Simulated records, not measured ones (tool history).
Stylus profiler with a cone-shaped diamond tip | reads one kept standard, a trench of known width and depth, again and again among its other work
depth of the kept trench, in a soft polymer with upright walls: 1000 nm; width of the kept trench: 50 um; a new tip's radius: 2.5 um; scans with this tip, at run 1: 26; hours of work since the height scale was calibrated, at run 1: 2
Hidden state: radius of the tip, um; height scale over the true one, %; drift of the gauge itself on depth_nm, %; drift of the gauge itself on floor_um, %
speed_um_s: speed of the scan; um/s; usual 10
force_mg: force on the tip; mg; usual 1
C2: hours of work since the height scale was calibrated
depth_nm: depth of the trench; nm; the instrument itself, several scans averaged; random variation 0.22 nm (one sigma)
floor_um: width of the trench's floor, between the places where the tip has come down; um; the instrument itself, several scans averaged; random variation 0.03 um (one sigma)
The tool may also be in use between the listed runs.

run 1 hour=0 | speed_um_s=10 force_mg=1 | scans_with_this_tip=26 C2=2 | depth_nm=1003.42 floor_um=45.97
run 2 hour=14.2 | speed_um_s=10 force_mg=1 | scans_with_this_tip=129 C2=11 | depth_nm=1003.43 floor_um=45.93
run 3 hour=27 | speed_um_s=10 force_mg=1 | scans_with_this_tip=221 C2=18 | depth_nm=1003.76 floor_um=45.91
run 4 hour=42.5 | speed_um_s=10 force_mg=2.46 | scans_with_this_tip=333 C2=28 | depth_nm=1006.67 floor_um=45.99
run 5 hour=57.1 | speed_um_s=10 force_mg=2.46 | scans_with_this_tip=438 C2=37 | depth_nm=1006.11 floor_um=45.96
run 6 hour=66.6 | speed_um_s=10 force_mg=2.46 | scans_with_this_tip=507 C2=42 | depth_nm=1006.31 floor_um=45.89
run 7 hour=80.8 | speed_um_s=10 force_mg=2.46 | scans_with_this_tip=609 C2=51 | depth_nm=1006.63 floor_um=45.91
run 8 hour=95.2 | speed_um_s=10 force_mg=2.46 | scans_with_this_tip=713 C2=59 | depth_nm=1006.58 floor_um=45.9
run 9 hour=109.3 | speed_um_s=10 force_mg=0.45 | scans_with_this_tip=815 C2=68 | depth_nm=1002.39 floor_um=45.86
run 10 hour=123.3 | speed_um_s=16 force_mg=0.75 | scans_with_this_tip=916 C2=76 | depth_nm=1002.79 floor_um=45.78
run 11 hour=132.3 | speed_um_s=11 force_mg=0.37 | scans_with_this_tip=980 C2=82 | depth_nm=1001.94 floor_um=45.79
run 12 hour=140.8 | speed_um_s=11 force_mg=2.43 | scans_with_this_tip=1042 C2=87 | depth_nm=1006.31 floor_um=45.96

Forecast run 13:
run 13 hour=151.8 | speed_um_s=11 force_mg=2.43 | scans_with_this_tip=1121 C2=94 | depth_nm=? floor_um=?

{"run 13": {"depth_nm": 1006.12, "floor_um": 45.93}}
Without the tool's hidden state the same run would have given depth_nm 1005.99 nm, floor_um 45.98 um.
